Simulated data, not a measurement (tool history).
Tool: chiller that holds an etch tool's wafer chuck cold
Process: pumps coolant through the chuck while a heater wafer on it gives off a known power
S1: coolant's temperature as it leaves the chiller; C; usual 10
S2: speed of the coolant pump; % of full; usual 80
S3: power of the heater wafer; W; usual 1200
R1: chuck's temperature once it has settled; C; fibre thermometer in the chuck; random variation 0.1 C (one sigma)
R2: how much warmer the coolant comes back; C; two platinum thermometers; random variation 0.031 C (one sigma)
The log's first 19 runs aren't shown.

{"run": 20, "hour": 1178.4, "S1": 8, "S2": 80, "S3": 770, "R1": 12.9, "R2": 1.93}
{"run": 21, "hour": 1227.5, "S1": 11, "S2": 73, "S3": 1291, "R1": 20.5, "R2": 3.73}
{"run": 22, "hour": 1295.6, "S1": 15, "S2": 96, "S3": 1164, "R1": 21.4, "R2": 2.44}
{"run": 23, "hour": 1349.2, "S1": 10, "S2": 80, "S3": 974, "R1": 16.3, "R2": 2.52}
{"run": 24, "hour": 1392.4, "S1": 10, "S2": 81, "S3": 1410, "R1": 19.5, "R2": 3.56}
{"run": 25, "hour": 1466.4, "S1": 4, "S2": 96, "S3": 1200, "R1": 10.8, "R2": 2.5}
{"run": 26, "hour": 1543.4, "S1": 10, "S2": 80, "S3": 1200, "R1": 18.1, "R2": 3.15}
{"run": 27, "hour": 1597.3, "S1": 10, "S2": 76, "S3": 1318, "R1": 19.4, "R2": 3.62}
{"run": 28, "hour": 1629.2, "S1": 10, "S2": 76, "S3": 1318, "R1": 19.3, "R2": 3.56}
{"run": 29, "hour": 1669.9, "S1": 15, "S2": 65, "S3": 1012, "R1": 22.7, "R2": 3.32}
{"run": 30, "hour": 1709.6, "S1": 4, "S2": 86, "S3": 1183, "R1": 11.5, "R2": 2.83}
{"run": 31, "hour": 1781.5, "S1": 4, "S2": 86, "S3": 1183, "R1": 11.5, "R2": 2.82}
{"run": 32, "hour": 1843.2, "S1": 15, "S2": 75, "S3": 1074, "R1": 22.5, "R2": 2.97}

4 ways to go on from here, each from the tool as it stands after run 32. What would each give?
{"run": "A", "hour": 1910.8, "S1": 5, "S2": 66, "S3": 1277, "R1": "?", "R2": "?"}
{"run": "B", "hour": 1910.8, "S1": 4, "S2": 64, "S3": 796, "R1": "?", "R2": "?"}
{"run": "C", "hour": 1910.8, "S1": 14, "S2": 83, "S3": 715, "R1": "?", "R2": "?"}
{"run": "D", "hour": 1910.8, "S1": 15, "S2": 67, "S3": 1074, "R1": "?", "R2": "?"}

run=A R1=15.2 R2=4.12
run=B R1=10.0 R2=2.64
run=C R1=18.5 R2=1.76
run=D R1=23.3 R2=3.43
Without the tool's hidden state the same runs would have given:
run=A R1=15.2 R2=3.90
run=B R1=10.1 R2=2.50
run=C R1=18.8 R2=1.67
run=D R1=23.4 R2=3.24

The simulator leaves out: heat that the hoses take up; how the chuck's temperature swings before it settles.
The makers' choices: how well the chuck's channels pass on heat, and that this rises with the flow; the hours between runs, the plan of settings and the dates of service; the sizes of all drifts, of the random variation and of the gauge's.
